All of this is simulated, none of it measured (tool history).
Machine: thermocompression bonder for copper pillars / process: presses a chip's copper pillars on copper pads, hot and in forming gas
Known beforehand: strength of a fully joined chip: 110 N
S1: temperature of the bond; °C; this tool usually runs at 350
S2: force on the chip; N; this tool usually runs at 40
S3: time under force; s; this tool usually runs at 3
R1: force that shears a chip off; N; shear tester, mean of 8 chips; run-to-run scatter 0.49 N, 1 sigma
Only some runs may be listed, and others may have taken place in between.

| run | hour | S1 | S2 | S3 | R1 |
|---|---|---|---|---|---|
| 1 | 0 | 350 | 40 | 3 | 65.3 |
| 2 | 26.5 | 350 | 40 | 3 | 65.5 |
| 3 | 52.9 | 350 | 40 | 3 | 64 |
| 4 | 96.6 | 350 | 40 | 3 | 64 |
| 5 | 142.1 | 350 | 40 | 8 | 83.1 |
| 6 | 166.4 | 336 | 36 | 8 | 71 |
| 7 | 220.9 | 336 | 35 | 4 | 56.2 |
| 8 | 254.6 | 336 | 35 | 4 | 55.5 |
| 9 | 300.5 | 336 | 40 | 4 | 59.9 |
| 10 | 354.1 | 344 | 53 | 3 | 68.5 |

Below are 3 alternative next runs, each starting from the tool's condition after run 10. Predict each:
| A | 391.9 | 341 | 39 | 8 | ? |
| B | 391.9 | 350 | 50 | 3 | ? |
| C | 391.9 | 372 | 35 | 4 | ? |

| run | R1 |
|---|---|
| A | 73.9 |
| B | 68.1 |
| C | 72.8 |
Take away the tool's hidden state, keep each run's random variation, and the runs would have read:
| run | R1 |
|---|---|
| A | 77.6 |
| B | 71.4 |
| C | 76.8 |
